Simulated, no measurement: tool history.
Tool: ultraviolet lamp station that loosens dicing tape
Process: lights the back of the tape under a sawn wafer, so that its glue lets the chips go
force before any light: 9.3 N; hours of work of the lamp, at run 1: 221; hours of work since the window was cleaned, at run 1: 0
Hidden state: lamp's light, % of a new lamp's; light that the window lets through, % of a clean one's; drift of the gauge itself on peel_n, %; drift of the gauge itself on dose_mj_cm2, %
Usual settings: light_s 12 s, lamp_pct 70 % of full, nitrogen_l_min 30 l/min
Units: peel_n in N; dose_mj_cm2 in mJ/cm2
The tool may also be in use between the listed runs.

run	hour	light_s	lamp_pct	nitrogen_l_min	hours of work of the lamp	hours of work since the window was cleaned	peel_n	dose_mj_cm2
1	0	12	70	30	221	0	0.75	237
2	24.4	12	70	30	231	10	0.77	241
3	63.2	12	70	30	247	26	0.781	236
4	104	12	70	30	263	43	0.775	229
5	120.8	12	70	30	270	50	0.8	227
6	152.2	12	70	30	283	63	0.853	227
7	181.3	12	70	30	295	75	0.85	225
8	207	12	70	36	306	85	0.769	223
9	226.8	12	72	30	314	93	0.792	224
10	255	12	72	30	325	105	0.838	225
11	292.7	6	70	30	341	120	2.574	109
12	318.1	6	70	30	351	131	2.738	109
# hour 320.6: window cleaned of glue's vapour
13	336.2	8	78	30	359	6	1.635	154
14	360.3	8	78	30	369	16	1.69	149
15	397	11	64	30	384	31	1.434	172
16	437.8	11	74	30	400	48	1.159	191
17	456.1	12	70	13	408	56	1.752	193
18	488.2	12	70	44	421	69	0.91	196
19	512.2	12	70	44	431	79	0.911	189
20	543.4	9	81	29	444	92	1.511	160

Forecast run 21:
# hour 567.5: window cleaned of glue's vapour, once more
21	579.4	9	81	57	458	5	?	?

{"run 21": {"peel_n": 0.831, "dose_mj_cm2": 190}}
Without the tool's hidden state the same run would have given peel_n 0.653 N, dose_mj_cm2 216 mJ/cm2.
